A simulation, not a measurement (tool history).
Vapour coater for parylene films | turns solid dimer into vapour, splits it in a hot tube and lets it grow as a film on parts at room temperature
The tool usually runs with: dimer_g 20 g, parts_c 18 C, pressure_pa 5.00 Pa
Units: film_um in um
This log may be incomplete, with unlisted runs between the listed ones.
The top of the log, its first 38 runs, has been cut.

{"run": 39, "hour": 1399.2, "dimer_g": 8, "parts_c": 22, "pressure_pa": 5.82, "film_um": 2.43}
{"run": 40, "hour": 1425.0, "dimer_g": 14, "parts_c": 28, "pressure_pa": 5.82, "film_um": 3.36}
{"run": 41, "hour": 1453.3, "dimer_g": 11, "parts_c": 19, "pressure_pa": 3.09, "film_um": 4.11}
{"hour": 1461.8, "done": "trap's valve overhauled"}
{"run": 42, "hour": 1482.2, "dimer_g": 9, "parts_c": 30, "pressure_pa": 3.09, "film_um": 2.41}
{"run": 43, "hour": 1516.9, "dimer_g": 22, "parts_c": 10, "pressure_pa": 10.33, "film_um": 9.51}
{"run": 44, "hour": 1550.7, "dimer_g": 22, "parts_c": 14, "pressure_pa": 10.33, "film_um": 8.28}
{"run": 45, "hour": 1593.9, "dimer_g": 29, "parts_c": 26, "pressure_pa": 7.19, "film_um": 7.52}
{"run": 46, "hour": 1627.0, "dimer_g": 12, "parts_c": 28, "pressure_pa": 5.0, "film_um": 3.05}

Below are 4 alternative next runs, each starting from the tool's condition after run 46. Predict each:
{"run": "A", "hour": 1651.2, "dimer_g": 25, "parts_c": 26, "pressure_pa": 3.84, "film_um": "?"}
{"run": "B", "hour": 1651.2, "dimer_g": 10, "parts_c": 18, "pressure_pa": 9.76, "film_um": "?"}
{"run": "C", "hour": 1651.2, "dimer_g": 20, "parts_c": 12, "pressure_pa": 5.0, "film_um": "?"}
{"run": "D", "hour": 1651.2, "dimer_g": 15, "parts_c": 18, "pressure_pa": 3.07, "film_um": "?"}

run=A film_um=7.18
run=B film_um=3.26
run=C film_um=8.99
run=D film_um=5.87
Had the tool no hidden state, the same runs would have come out as:
run=A film_um=7.48
run=B film_um=3.40
run=C film_um=9.36
run=D film_um=6.12
